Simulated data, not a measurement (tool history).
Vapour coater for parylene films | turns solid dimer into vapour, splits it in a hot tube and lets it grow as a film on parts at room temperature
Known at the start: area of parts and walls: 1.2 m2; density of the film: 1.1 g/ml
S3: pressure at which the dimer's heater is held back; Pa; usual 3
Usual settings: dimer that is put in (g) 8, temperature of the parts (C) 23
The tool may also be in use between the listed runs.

run 1 hour=0 | dimer_that_is_put_in_(g)=8 temperature_of_the_parts_(C)=23 S3=3 | thickness_of_the_film_(nm)=5080
run 2 hour=68.1 | dimer_that_is_put_in_(g)=8 temperature_of_the_parts_(C)=23 S3=3 | thickness_of_the_film_(nm)=5220
run 3 hour=122.9 | dimer_that_is_put_in_(g)=8 temperature_of_the_parts_(C)=23 S3=3 | thickness_of_the_film_(nm)=5160
run 4 hour=174.5 | dimer_that_is_put_in_(g)=8 temperature_of_the_parts_(C)=23 S3=3 | thickness_of_the_film_(nm)=5130
run 5 hour=225.3 | dimer_that_is_put_in_(g)=8 temperature_of_the_parts_(C)=23 S3=3 | thickness_of_the_film_(nm)=5200
run 6 hour=292.5 | dimer_that_is_put_in_(g)=8 temperature_of_the_parts_(C)=23 S3=3 | thickness_of_the_film_(nm)=5350
run 7 hour=357 | dimer_that_is_put_in_(g)=8 temperature_of_the_parts_(C)=23 S3=3 | thickness_of_the_film_(nm)=5320
run 8 hour=432.3 | dimer_that_is_put_in_(g)=8 temperature_of_the_parts_(C)=23 S3=3 | thickness_of_the_film_(nm)=5280
run 9 hour=465.3 | dimer_that_is_put_in_(g)=8 temperature_of_the_parts_(C)=23 S3=4.39 | thickness_of_the_film_(nm)=4780
run 10 hour=533 | dimer_that_is_put_in_(g)=5 temperature_of_the_parts_(C)=25 S3=7.43 | thickness_of_the_film_(nm)=2530
run 11 hour=571.6 | dimer_that_is_put_in_(g)=3 temperature_of_the_parts_(C)=24 S3=7.3 | thickness_of_the_film_(nm)=1530
run 12 hour=651.9 | dimer_that_is_put_in_(g)=8 temperature_of_the_parts_(C)=20 S3=3 | thickness_of_the_film_(nm)=5530
run 13 hour=716.1 | dimer_that_is_put_in_(g)=8 temperature_of_the_parts_(C)=32 S3=5.84 | thickness_of_the_film_(nm)=3640
run 14 hour=797.1 | dimer_that_is_put_in_(g)=11 temperature_of_the_parts_(C)=32 S3=6.06 | thickness_of_the_film_(nm)=4910

Taken out of this log: 2 entries between the listed runs. Where each belongs, and how the hidden state differs across it:
Between runs 1 and 2: trap's valve overhauled (hour 10.1)
  vapour lost through the trap's worn valve, %: 4.5 -> 1.1; true temperature of the parts over the reading, C: 1.3 -> 1.37
  measured less the result without the state, thickness of the film (nm): -390 -> -210
Between runs 5 and 6: table's thermometer calibrated (hour 255)
  vapour lost through the trap's worn valve, %: 1.9 -> 2.2; true temperature of the parts over the reading, C: 1.53 -> -0.19
  measured less the result without the state, thickness of the film (nm): -270 -> -100
